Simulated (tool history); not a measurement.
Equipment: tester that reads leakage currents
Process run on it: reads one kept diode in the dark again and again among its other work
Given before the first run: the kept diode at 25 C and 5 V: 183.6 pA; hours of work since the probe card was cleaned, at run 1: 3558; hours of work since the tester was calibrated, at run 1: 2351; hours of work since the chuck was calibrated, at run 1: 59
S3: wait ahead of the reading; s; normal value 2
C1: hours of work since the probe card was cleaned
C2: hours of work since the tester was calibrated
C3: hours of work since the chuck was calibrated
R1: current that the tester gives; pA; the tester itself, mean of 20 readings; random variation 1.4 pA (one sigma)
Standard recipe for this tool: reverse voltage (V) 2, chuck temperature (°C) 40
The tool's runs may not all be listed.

{"run": 1, "hour": 0.0, "reverse voltage (V)": 2, "chuck temperature (°C)": 40, "S3": 2, "C1": 3558, "C2": 2351, "C3": 59, "R1": 456.11}
{"run": 2, "hour": 259.9, "reverse voltage (V)": 18.12, "chuck temperature (°C)": 40, "S3": 2, "C1": 3694, "C2": 2487, "C3": 195, "R1": 1050.61}
{"run": 3, "hour": 418.2, "reverse voltage (V)": 18.12, "chuck temperature (°C)": 40, "S3": 2, "C1": 3777, "C2": 2570, "C3": 278, "R1": 1030.43}
{"hour": 486.9, "done": "probe card cleaned and baked"}
{"run": 4, "hour": 648.8, "reverse voltage (V)": 18.12, "chuck temperature (°C)": 40, "S3": 2, "C1": 85, "C2": 2689, "C3": 397, "R1": 1007.49}
{"run": 5, "hour": 914.0, "reverse voltage (V)": 18.12, "chuck temperature (°C)": 40, "S3": 2, "C1": 224, "C2": 2828, "C3": 536, "R1": 976.22}
{"hour": 1014.9, "done": "chuck's temperature calibrated"}
{"run": 6, "hour": 1118.3, "reverse voltage (V)": 18.12, "chuck temperature (°C)": 40, "S3": 2, "C1": 330, "C2": 2934, "C3": 54, "R1": 1089.43}
{"hour": 1187.8, "done": "probe card cleaned and baked, once more"}
{"run": 7, "hour": 1259.4, "reverse voltage (V)": 2, "chuck temperature (°C)": 40, "S3": 2, "C1": 38, "C2": 3007, "C3": 127, "R1": 446.9}
{"run": 8, "hour": 1428.0, "reverse voltage (V)": 2, "chuck temperature (°C)": 40, "S3": 2, "C1": 126, "C2": 3095, "C3": 215, "R1": 436.71}
{"run": 9, "hour": 1675.2, "reverse voltage (V)": 2, "chuck temperature (°C)": 40, "S3": 2, "C1": 256, "C2": 3225, "C3": 345, "R1": 424.85}
{"run": 10, "hour": 1810.6, "reverse voltage (V)": 2, "chuck temperature (°C)": 40, "S3": 2, "C1": 327, "C2": 3296, "C3": 416, "R1": 419.45}
{"run": 11, "hour": 2050.1, "reverse voltage (V)": 2, "chuck temperature (°C)": 40, "S3": 2, "C1": 452, "C2": 3421, "C3": 541, "R1": 407.22}
{"hour": 2128.3, "done": "chuck's temperature calibrated"}
{"run": 12, "hour": 2180.1, "reverse voltage (V)": 1.24, "chuck temperature (°C)": 40, "S3": 3.21, "C1": 519, "C2": 3488, "C3": 27, "R1": 385.72}
{"run": 13, "hour": 2406.7, "reverse voltage (V)": 1.24, "chuck temperature (°C)": 40, "S3": 3.21, "C1": 638, "C2": 3607, "C3": 146, "R1": 374.41}
{"run": 14, "hour": 2679.0, "reverse voltage (V)": 4.6, "chuck temperature (°C)": 40, "S3": 7.7, "C1": 781, "C2": 3750, "C3": 289, "R1": 604.56}
{"run": 15, "hour": 2932.7, "reverse voltage (V)": 7.93, "chuck temperature (°C)": 37, "S3": 0.46, "C1": 914, "C2": 3883, "C3": 422, "R1": 570.44}
{"run": 16, "hour": 3176.3, "reverse voltage (V)": 2, "chuck temperature (°C)": 28, "S3": 4.4, "C1": 1041, "C2": 4011, "C3": 549, "R1": 150.1}
{"hour": 3247.2, "done": "chuck's temperature calibrated"}
{"run": 17, "hour": 3327.0, "reverse voltage (V)": 5.21, "chuck temperature (°C)": 28, "S3": 4.4, "C1": 1119, "C2": 4089, "C3": 42, "R1": 245.7}
{"run": 18, "hour": 3564.0, "reverse voltage (V)": 3.53, "chuck temperature (°C)": 26, "S3": 9.35, "C1": 1244, "C2": 4213, "C3": 166, "R1": 172.29}
{"run": 19, "hour": 3795.4, "reverse voltage (V)": 3.53, "chuck temperature (°C)": 26, "S3": 9.35, "C1": 1365, "C2": 4334, "C3": 287, "R1": 166.91}
{"run": 20, "hour": 4056.1, "reverse voltage (V)": 3.33, "chuck temperature (°C)": 40, "S3": 3.52, "C1": 1502, "C2": 4471, "C3": 424, "R1": 516.34}
{"run": 21, "hour": 4175.8, "reverse voltage (V)": 1.62, "chuck temperature (°C)": 52, "S3": 0.42, "C1": 1564, "C2": 4534, "C3": 487, "R1": 973.95}

Below, some changes in R1 between adjacent runs. For each, the amount present without the hidden state too (settings, incoming material, random variation) and the amount remaining for the hidden state with gauge scatter not shared by both compared results:
Hidden state at play: stray current of the dirty probe card, pA a volt; current scale over the true one, %; true chuck temperature over the reading, C; drift of the gauge itself on leakage_pa, %.
Run 1 -> 2: reverse voltage (V) 2 -> 18.12. R1 +594.5 pA: hidden state -26.14, all else +620.64.
Run 5 -> 6: chuck's temperature calibrated. R1 +113.21 pA: hidden state +106.98, all else +6.23.
Run 6 -> 7: reverse voltage (V) 18.12 -> 2, probe card cleaned and baked, once more. R1 -642.53 pA: hidden state -17.02, all else -625.51.
Run 11 -> 12: reverse voltage (V) 2 -> 1.24, S3 2 -> 3.21, chuck's temperature calibrated. R1 -21.5 pA: hidden state +54.36, all else -75.86.
